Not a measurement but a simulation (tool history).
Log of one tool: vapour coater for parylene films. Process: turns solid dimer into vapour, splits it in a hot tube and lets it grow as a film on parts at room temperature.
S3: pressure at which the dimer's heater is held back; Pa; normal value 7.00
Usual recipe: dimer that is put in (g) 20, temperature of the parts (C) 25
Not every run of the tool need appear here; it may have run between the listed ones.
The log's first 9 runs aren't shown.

run 10 hour=588.4 | dimer_that_is_put_in_(g)=11 temperature_of_the_parts_(C)=25 S3=4.16 | thickness_of_the_film_(µm)=9.07
run 11 hour=650.9 | dimer_that_is_put_in_(g)=20 temperature_of_the_parts_(C)=25 S3=6.92 | thickness_of_the_film_(µm)=14.70
-- hour=704.4 trap's valve overhauled
run 12 hour=725.6 | dimer_that_is_put_in_(g)=20 temperature_of_the_parts_(C)=25 S3=6.92 | thickness_of_the_film_(µm)=16.60
run 13 hour=759.8 | dimer_that_is_put_in_(g)=20 temperature_of_the_parts_(C)=25 S3=7.00 | thickness_of_the_film_(µm)=16.45
run 14 hour=836.4 | dimer_that_is_put_in_(g)=11 temperature_of_the_parts_(C)=25 S3=7.00 | thickness_of_the_film_(µm)=9.07
run 15 hour=895.3 | dimer_that_is_put_in_(g)=11 temperature_of_the_parts_(C)=25 S3=7.00 | thickness_of_the_film_(µm)=9.01
run 16 hour=976.4 | dimer_that_is_put_in_(g)=20 temperature_of_the_parts_(C)=25 S3=7.00 | thickness_of_the_film_(µm)=16.23
run 17 hour=1012.3 | dimer_that_is_put_in_(g)=20 temperature_of_the_parts_(C)=25 S3=7.00 | thickness_of_the_film_(µm)=16.13

Predict the results of run 18:
run 18 hour=1074.6 | dimer_that_is_put_in_(g)=12 temperature_of_the_parts_(C)=20 S3=3.70 | thickness_of_the_film_(µm)=?

{"run 18": {"thickness of the film (µm)": 11.87}}
The same run, on a tool lacking any hidden state, would have yielded thickness of the film (µm) 12.61.
